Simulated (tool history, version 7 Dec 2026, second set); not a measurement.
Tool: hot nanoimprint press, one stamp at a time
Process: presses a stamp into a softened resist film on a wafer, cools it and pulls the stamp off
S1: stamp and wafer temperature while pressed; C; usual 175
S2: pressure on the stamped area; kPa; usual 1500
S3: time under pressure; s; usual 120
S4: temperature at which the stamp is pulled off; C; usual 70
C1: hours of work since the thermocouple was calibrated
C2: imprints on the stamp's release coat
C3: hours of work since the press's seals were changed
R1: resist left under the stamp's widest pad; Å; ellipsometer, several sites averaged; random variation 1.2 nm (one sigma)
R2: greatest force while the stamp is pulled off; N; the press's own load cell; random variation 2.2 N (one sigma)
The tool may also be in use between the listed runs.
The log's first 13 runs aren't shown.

run 14 day=20.592 | S1=175 S2=1500 S3=120 S4=57 | C1=63 C2=302 C3=359 | R1=1991 R2=112
run 15 day=22.112 | S1=175 S2=1500 S3=120 S4=57 | C1=78 C2=369 C3=375 | R1=1980 R2=109
run 16 day=23.154 | S1=175 S2=1500 S3=120 S4=57 | C1=89 C2=414 C3=386 | R1=2001 R2=109
run 17 day=25.408 | S1=175 S2=1500 S3=120 S4=57 | C1=112 C2=513 C3=409 | R1=1974 R2=110
run 18 day=26.988 | S1=175 S2=1500 S3=217 S4=70 | C1=128 C2=582 C3=425 | R1=1600 R2=101
run 19 day=28.679 | S1=179 S2=1560 S3=86 S4=77 | C1=146 C2=656 C3=443 | R1=1979 R2=91
run 20 day=30.158 | S1=179 S2=1560 S3=86 S4=77 | C1=161 C2=720 C3=458 | R1=1975 R2=94
run 21 day=32.183 | S1=185 S2=1080 S3=86 S4=77 | C1=182 C2=809 C3=479 | R1=1984 R2=92
run 22 day=34.150 | S1=185 S2=1080 S3=86 S4=77 | C1=202 C2=895 C3=499 | R1=1994 R2=94
-- day=34.592 stamp cleaned and given a new release coat
run 23 day=36.567 | S1=178 S2=1960 S3=176 S4=64 | C1=224 C2=87 C3=521 | R1=1381 R2=102
run 24 day=38.246 | S1=184 S2=1500 S3=134 S4=70 | C1=242 C2=160 C3=539 | R1=1467 R2=97
run 25 day=40.333 | S1=175 S2=1930 S3=173 S4=70 | C1=263 C2=251 C3=560 | R1=1534 R2=99
run 26 day=42.629 | S1=175 S2=1930 S3=173 S4=70 | C1=287 C2=351 C3=584 | R1=1538 R2=96
run 27 day=44.504 | S1=174 S2=1400 S3=67 S4=64 | C1=306 C2=433 C3=603 | R1=2527 R2=105
run 28 day=45.575 | S1=174 S2=1400 S3=67 S4=64 | C1=317 C2=480 C3=614 | R1=2513 R2=102
run 29 day=46.875 | S1=176 S2=1500 S3=63 S4=70 | C1=331 C2=537 C3=627 | R1=2407 R2=101
run 30 day=48.746 | S1=175 S2=1500 S3=74 S4=58 | C1=350 C2=619 C3=647 | R1=2328 R2=111
run 31 day=50.146 | S1=175 S2=1500 S3=108 S4=58 | C1=364 C2=680 C3=661 | R1=2068 R2=106

Forecast each of these 3 alternatives for the next run:
run A day=52.038 | S1=175 S2=1500 S3=118 S4=67 | C1=384 C2=762 C3=681 | R1=? R2=?
run B day=52.038 | S1=175 S2=1500 S3=78 S4=58 | C1=384 C2=762 C3=681 | R1=? R2=?
run C day=52.038 | S1=177 S2=1730 S3=108 S4=58 | C1=384 C2=762 C3=681 | R1=? R2=?

run=A R1=2005 R2=102
run=B R1=2289 R2=105
run=C R1=1813 R2=108
Without the tool's hidden state the same runs would have given:
run=A R1=2007 R2=101
run=B R1=2291 R2=104
run=C R1=1814 R2=107
